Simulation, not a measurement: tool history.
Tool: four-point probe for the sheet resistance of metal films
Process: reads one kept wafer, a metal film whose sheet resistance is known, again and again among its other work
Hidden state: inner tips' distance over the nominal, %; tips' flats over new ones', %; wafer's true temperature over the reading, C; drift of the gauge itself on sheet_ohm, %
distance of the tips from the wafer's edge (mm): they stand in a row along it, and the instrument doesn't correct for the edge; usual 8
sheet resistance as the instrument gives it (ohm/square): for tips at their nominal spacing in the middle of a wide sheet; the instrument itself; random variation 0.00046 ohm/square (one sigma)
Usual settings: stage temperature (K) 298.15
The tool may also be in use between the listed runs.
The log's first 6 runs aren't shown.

run   hour  stage temperature (K)  distance of the tips from the wafer's edge (mm)  touches since the probe head was changed  hours of work since the stage's thermometer was calibrated  sheet resistance as the instrument gives it (ohm/square)
  7  154.0                 296.15                                                8                                      9348                                                         263                                                  2.310054
  8  185.6                 296.15                                                8                                      9778                                                         282                                                  2.309367
  9  206.3                 298.15                                                8                                     10061                                                         294                                                  2.310137
 10  239.1                 298.15                                                8                                     10508                                                         313                                                  2.310463
 11  269.6                 298.15                                                8                                     10923                                                         332                                                  2.310817
 12  291.9                 298.15                                               16                                     11226                                                         345                                                  2.305033
 13  319.5                 298.15                                               16                                     11603                                                         361                                                  2.305187
 14  353.2                 298.15                                               16                                     12062                                                         381                                                  2.304904
 15  370.4                 298.15                                                8                                     12296                                                         391                                                  2.311222
 16  386.3                 297.15                                                8                                     12512                                                         401                                                  2.311421
 17  421.8                 298.15                                               10                                     12996                                                         422                                                  2.309001
 18  440.5                 293.15                                               23                                     13251                                                         433                                                  2.304207
 19  466.3                 301.15                                               56                                     13602                                                         448                                                  2.304896
 20  499.3                 301.15                                               56                                     14052                                                         468                                                  2.304580
 21  528.2                 291.15                                               43                                     14446                                                         485                                                  2.302569
 22  557.3                 306.15                                               17                                     14842                                                         502                                                  2.308719
 23  591.3                 294.15                                                8                                     15305                                                         522                                                  2.311172
 24  609.7                 292.15                                                9                                     15556                                                         533                                                  2.309058
 25  629.0                 294.15                                                6                                     15819                                                         545                                                  2.317901
 26  664.3                 294.15                                                7                                     16300                                                         566                                                  2.314129
 27  694.7                 302.15                                               19                                     16714                                                         584                                                  2.307571
 28  725.1                 296.15                                                8                                     17128                                                         602                                                  2.311765
 29  757.0                 296.15                                                8                                     17564                                                         621                                                  2.312606
 30  793.1                 296.15                                               62                                     18055                                                         642                                                  2.305364
 31  821.1                 300.15                                                4                                     18436                                                         659                                                  2.336945

4 ways to go on from here, each from the tool as it stands after run 31. What would each give?
  A  845.3                 294.15                                                4                                     18766                                                         673                                                         ?
  B  845.3                 300.15                                                6                                     18766                                                         673                                                         ?
  C  845.3                 300.15                                                8                                     18766                                                         673                                                         ?
  D  845.3                 307.15                                               10                                     18766                                                         673                                                         ?

run  sheet resistance as the instrument gives it (ohm/square)
  A                                                  2.335594
  B                                                  2.319994
  C                                                  2.313890
  D                                                  2.312299
Without the tool's hidden state the same runs would have given:
run  sheet resistance as the instrument gives it (ohm/square)
  A                                                  2.337596
  B                                                  2.322010
  C                                                  2.315901
  D                                                  2.314337
